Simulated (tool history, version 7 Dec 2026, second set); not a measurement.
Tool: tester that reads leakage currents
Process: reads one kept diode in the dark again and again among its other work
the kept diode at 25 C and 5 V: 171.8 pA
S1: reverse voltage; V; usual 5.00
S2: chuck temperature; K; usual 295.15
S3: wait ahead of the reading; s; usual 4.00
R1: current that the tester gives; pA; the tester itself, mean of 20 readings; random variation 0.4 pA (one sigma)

run 1 hour=0.0 | S1=5.00 S2=295.15 S3=4.00 | R1=136.56
run 2 hour=16.4 | S1=5.00 S2=295.15 S3=4.00 | R1=138.04
run 3 hour=47.2 | S1=5.00 S2=298.15 S3=4.00 | R1=179.76
run 4 hour=80.1 | S1=5.00 S2=298.15 S3=4.00 | R1=180.17
run 5 hour=104.1 | S1=5.00 S2=298.15 S3=4.00 | R1=179.53
run 6 hour=135.2 | S1=5.00 S2=298.15 S3=4.00 | R1=179.91
run 7 hour=169.2 | S1=15.49 S2=295.15 S3=4.00 | R1=218.12
run 8 hour=198.4 | S1=5.00 S2=320.15 S3=4.00 | R1=1090.13
run 9 hour=235.9 | S1=7.30 S2=295.15 S3=4.00 | R1=162.81
run 10 hour=263.8 | S1=7.30 S2=295.15 S3=4.00 | R1=164.45
run 11 hour=299.2 | S1=7.30 S2=295.15 S3=4.00 | R1=164.04
run 12 hour=315.0 | S1=5.00 S2=295.15 S3=4.00 | R1=142.01
run 13 hour=332.5 | S1=5.00 S2=324.15 S3=4.00 | R1=1484.66
run 14 hour=367.4 | S1=4.16 S2=310.15 S3=0.41 | R1=469.03
run 15 hour=383.8 | S1=6.92 S2=295.15 S3=4.00 | R1=161.74
run 16 hour=401.5 | S1=6.92 S2=329.15 S3=1.45 | R1=2430.79
run 17 hour=426.2 | S1=1.53 S2=326.15 S3=4.93 | R1=1107.85
-- hour=430.6 tester calibrated
run 18 hour=463.0 | S1=1.53 S2=294.15 S3=4.93 | R1=82.36
run 19 hour=494.8 | S1=1.53 S2=294.15 S3=4.93 | R1=83.13
run 20 hour=519.8 | S1=1.53 S2=294.15 S3=4.93 | R1=82.92
run 21 hour=542.6 | S1=1.53 S2=294.15 S3=4.93 | R1=83.04
run 22 hour=561.9 | S1=1.53 S2=294.15 S3=4.93 | R1=83.18
run 23 hour=595.6 | S1=4.83 S2=317.15 S3=1.04 | R1=881.39
-- hour=599.6 tester calibrated, once more
run 24 hour=617.0 | S1=1.08 S2=302.15 S3=4.00 | R1=146.60
run 25 hour=647.3 | S1=1.08 S2=302.15 S3=4.00 | R1=146.64
run 26 hour=679.4 | S1=1.08 S2=302.15 S3=4.00 | R1=146.69

3 ways to go on from here, each from the tool as it stands after run 26. What would each give?
run A hour=703.7 | S1=10.30 S2=321.15 S3=4.00 | R1=?
run B hour=703.7 | S1=10.40 S2=302.15 S3=4.00 | R1=?
run C hour=703.7 | S1=4.15 S2=295.15 S3=1.05 | R1=?

run=A R1=1595.91
run=B R1=354.15
run=C R1=136.72
Without the tool's hidden state the same runs would have given:
run=A R1=1483.69
run=B R1=322.25
run=C R1=123.95
